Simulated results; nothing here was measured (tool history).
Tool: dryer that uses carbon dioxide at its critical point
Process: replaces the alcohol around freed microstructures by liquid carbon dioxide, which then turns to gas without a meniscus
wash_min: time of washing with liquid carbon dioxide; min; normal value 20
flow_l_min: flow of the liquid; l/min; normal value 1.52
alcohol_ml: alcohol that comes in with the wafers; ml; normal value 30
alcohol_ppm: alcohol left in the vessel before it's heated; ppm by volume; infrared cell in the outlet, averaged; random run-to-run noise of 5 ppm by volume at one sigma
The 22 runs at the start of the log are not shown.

run    hour  wash_min  flow_l_min  alcohol_ml  hours of work since the filter was changed  hours of work since the purifier's bed was changed  alcohol_ppm
      721.8  -- inlet filter changed
 23   746.1        28        1.66          30                                          14                                                 930          185
 24   782.1        20        1.45          21                                          36                                                 952          203
 25   814.7        20        0.94          30                                          55                                                 971          335
 26   855.0        20        0.94          30                                          79                                                 995          337
 27   893.9        13        1.53          30                                         102                                                1018          298
 28   922.0        20        1.61          27                                         119                                                1035          207
 29   949.0        20        1.61          27                                         135                                                1051          221
 30   980.7        26        1.91          47                                         154                                                1070          211
 31  1034.2        21        1.64         101                                         185                                                1101          240
 32  1072.0        21        1.64         101                                         208                                                1124          235
 33  1101.6        14        1.55         101                                         225                                                1141          469
 34  1126.1        14        1.55         101                                         240                                                1156          494
 35  1162.4        14        1.47         116                                         262                                                1177          636
     1191.6  -- inlet filter changed
 36  1213.8        14        1.47         116                                          13                                                1207          535
 37  1264.4        14        1.47         116                                          43                                                1237          558
 38  1303.1        14        1.47         116                                          66                                                1260          577
 39  1344.8        19        1.19          21                                          91                                                1285          297
 40  1379.9        30        0.96          91                                         112                                                1306          323
 41  1422.9        32        1.60          31                                         137                                                1331          264
 42  1453.7        16        1.60          34                                         156                                                1350          298
 43  1476.1        12        1.36          36                                         169                                                1363          555
 44  1498.8        24        1.52         113                                         182                                                1377          282

3 options for the next run, each taken on its own from the tool as it stands now. Forecast them:
  A  1524.4        13        1.04         100                                         197                                                1392            ?
  B  1524.4        24        1.52          60                                         197                                                1392            ?
  C  1524.4        24        1.04         113                                         197                                                1392            ?

run  alcohol_ppm
  A         1762
  B          286
  C          443
Take away the tool's hidden state, keep each run's random variation, and the runs would have read:
run  alcohol_ppm
  A         1312
  B           12
  C          138

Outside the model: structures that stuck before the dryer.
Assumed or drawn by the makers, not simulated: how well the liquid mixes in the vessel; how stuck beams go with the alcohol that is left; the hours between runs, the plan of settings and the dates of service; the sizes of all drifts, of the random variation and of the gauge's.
